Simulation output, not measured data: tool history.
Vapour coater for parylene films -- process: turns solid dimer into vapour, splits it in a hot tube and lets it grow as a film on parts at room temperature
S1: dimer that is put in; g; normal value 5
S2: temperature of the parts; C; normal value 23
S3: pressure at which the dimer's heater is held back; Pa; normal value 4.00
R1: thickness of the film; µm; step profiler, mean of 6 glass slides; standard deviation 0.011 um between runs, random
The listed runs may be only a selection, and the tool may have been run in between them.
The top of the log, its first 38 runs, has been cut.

run	day	S1	S2	S3	R1
39	28.954	7	19	4.08	4.25
40	30.012	2	23	6.00	1.01
41	31.050	2	23	6.00	1.02
42	31.688	2	23	6.00	1.00
# day 32.146: trap's valve overhauled
43	32.804	5	29	3.97	2.34
44	33.350	5	29	3.97	2.34
45	34.304	7	16	9.36	3.93
46	35.092	6	23	4.00	3.30

Alternative continuations, all from the tool just after run 46; predict every row:
A	36.092	2	17	4.00	?
B	36.092	6	23	7.44	?
C	36.092	5	19	4.00	?
D	36.092	4	21	2.31	?
E	36.092	5	23	3.63	?

run	R1
A	1.28
B	2.93
C	3.06
D	2.56
E	2.78
Take away the tool's hidden state, keep each run's random variation, and the runs would have read:
run	R1
A	1.28
B	2.93
C	3.06
D	2.56
E	2.78

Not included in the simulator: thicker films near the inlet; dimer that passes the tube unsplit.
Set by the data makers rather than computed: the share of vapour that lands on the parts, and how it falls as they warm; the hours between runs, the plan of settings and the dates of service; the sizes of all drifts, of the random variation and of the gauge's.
